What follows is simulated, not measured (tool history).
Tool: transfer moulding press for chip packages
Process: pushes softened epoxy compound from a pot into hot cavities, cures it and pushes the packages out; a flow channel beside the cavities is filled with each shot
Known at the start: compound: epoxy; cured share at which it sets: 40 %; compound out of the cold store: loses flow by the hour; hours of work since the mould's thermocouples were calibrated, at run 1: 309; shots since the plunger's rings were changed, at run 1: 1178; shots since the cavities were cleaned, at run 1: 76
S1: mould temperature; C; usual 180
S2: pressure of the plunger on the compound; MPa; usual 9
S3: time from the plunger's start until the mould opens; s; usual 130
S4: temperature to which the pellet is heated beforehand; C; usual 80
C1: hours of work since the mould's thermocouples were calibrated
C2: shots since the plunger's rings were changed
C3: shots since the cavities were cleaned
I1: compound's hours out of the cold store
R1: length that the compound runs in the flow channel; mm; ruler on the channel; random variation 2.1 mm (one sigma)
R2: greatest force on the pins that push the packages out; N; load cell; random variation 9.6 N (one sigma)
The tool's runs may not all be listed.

Run 1, day 0: usual settings; C1 309; C2 1178; C3 76; I1 10.4. Result: R1 820 mm, R2 542 N.
Run 2, day 0.517: usual settings; C1 316; C2 1286; C3 184; I1 39.5. Result: R1 762 mm, R2 575 N.
Run 3, day 0.933: usual settings; C1 322; C2 1374; C3 272; I1 46. Result: R1 748 mm, R2 630 N.
Run 4, day 1.421: usual settings; C1 329; C2 1476; C3 374; I1 24.9. Result: R1 784 mm, R2 725 N.
Run 5, day 1.983: usual settings; C1 336; C2 1594; C3 492; I1 17.4. Result: R1 802 mm, R2 766 N.
Run 6, day 2.246: usual settings; C1 340; C2 1650; C3 548; I1 28.9. Result: R1 777 mm, R2 777 N.
Run 7, day 2.562: usual settings; C1 344; C2 1715; C3 613; I1 10.5. Result: R1 812 mm, R2 791 N.
Run 8, day 3.1: usual settings; C1 351; C2 1829; C3 727; I1 29. Result: R1 775 mm, R2 800 N.
Run 9, day 3.583: usual settings but S4 87 C; C1 358; C2 1930; C3 828; I1 44.5. Result: R1 744 mm, R2 810 N.
At day 3.696: cavities cleaned with cleaning compound and waxed.
Run 10, day 4.133: usual settings but S4 87 C; C1 365; C2 2033; C3 92; I1 39.8. Result: R1 752 mm, R2 533 N.
Run 11, day 4.521: usual settings but S4 87 C; C1 370; C2 2114; C3 173; I1 34.6. Result: R1 761 mm, R2 601 N.
Run 12, day 4.892: usual settings; C1 375; C2 2191; C3 250; I1 20. Result: R1 791 mm, R2 652 N.
Run 13, day 5.242: usual settings but S3 112 s; C1 380; C2 2265; C3 324; I1 41. Result: R1 747 mm, R2 845 N.
Run 14, day 5.612: usual settings but S3 112 s; C1 385; C2 2342; C3 401; I1 12.9. Result: R1 802 mm, R2 936 N.
Run 15, day 5.996: usual settings but S3 112 s; C1 390; C2 2423; C3 482; I1 15.3. Result: R1 796 mm, R2 945 N.
Run 16, day 6.429: usual settings but S3 140 s; C1 396; C2 2513; C3 572; I1 46.4. Result: R1 733 mm, R2 740 N.
Run 17, day 6.929: usual settings but S1 179 C, S3 169 s; C1 402; C2 2619; C3 678; I1 21.1. Result: R1 791 mm, R2 730 N.
Run 18, day 7.288: usual settings but S1 185 C, S2 8.03 MPa, S3 118 s; C1 407; C2 2694; C3 753; I1 14.8. Result: R1 727 mm, R2 759 N.
At day 7.75: cavities cleaned with cleaning compound and waxed.
Run 19, day 7.9: usual settings but S1 185 C, S2 8.03 MPa, S3 118 s; C1 415; C2 2809; C3 31; I1 17.7. Result: R1 720 mm, R2 438 N.
Run 20, day 8.175: usual settings but S1 181 C, S2 8.03 MPa, S3 168 s, S4 86 C; C1 419; C2 2867; C3 89; I1 38.5. Result: R1 700 mm, R2 454 N.
At day 8.533: mould's thermocouples calibrated.
Run 21, day 8.733: usual settings but S1 181 C, S2 8.03 MPa, S3 168 s, S4 77 C; C1 3; C2 2967; C3 189; I1 42. Result: R1 688 mm, R2 514 N.
Run 22, day 9.158: usual settings but S4 88 C; C1 8; C2 3056; C3 278; I1 26.4. Result: R1 767 mm, R2 610 N.
Run 23, day 9.542: usual settings but S4 88 C; C1 14; C2 3136; C3 358; I1 24. Result: R1 767 mm, R2 682 N.
Run 24, day 9.933: usual settings but S4 88 C; C1 19; C2 3218; C3 440; I1 43.7. Result: R1 729 mm, R2 697 N.
Run 25, day 10.275: usual settings but S1 187 C, S3 118 s, S4 88 C; C1 24; C2 3290; C3 512; I1 42.1. Result: R1 706 mm, R2 662 N.
At day 10.55: plunger's sealing rings changed.
Run 26, day 10.65: usual settings but S1 182 C, S2 10.94 MPa, S3 125 s; C1 27; C2 21; C3 569; I1 24.2. Result: R1 871 mm, R2 762 N.
Run 27, day 11.242: usual settings but S1 182 C, S2 10.94 MPa, S3 125 s; C1 35; C2 145; C3 693; I1 46.4. Result: R1 825 mm, R2 745 N.
Run 28, day 11.7: usual settings but S1 182 C, S2 10.94 MPa, S3 125 s; C1 41; C2 241; C3 789; I1 36.6. Result: R1 845 mm, R2 781 N.

3 ways to go on from here, each from the tool as it stands after run 28. What would each give?
At day 11.996: cavities cleaned with cleaning compound and waxed.
Run A, day 12.092: usual settings but S1 182 C, S2 9.5 MPa, S3 125 s; C1 46; C2 310; C3 19; I1 19.3. Result: R1 ?, R2 ?.
At day 11.996: cavities cleaned with cleaning compound and waxed.
Run B, day 12.092: usual settings but S1 182 C, S2 7.78 MPa, S3 129 s, S4 87 C; C1 46; C2 310; C3 19; I1 18.2. Result: R1 ?, R2 ?.
At day 11.996: cavities cleaned with cleaning compound and waxed.
Run C, day 12.092: usual settings but S1 177 C, S2 7.26 MPa, S3 125 s; C1 46; C2 310; C3 19; I1 34.3. Result: R1 ?, R2 ?.

run   R1   R2
  A  822  463
  B  749  440
  C  714  552
Without the tool's hidden state the same runs would have given:
run   R1   R2
  A  826  439
  B  753  418
  C  717  519
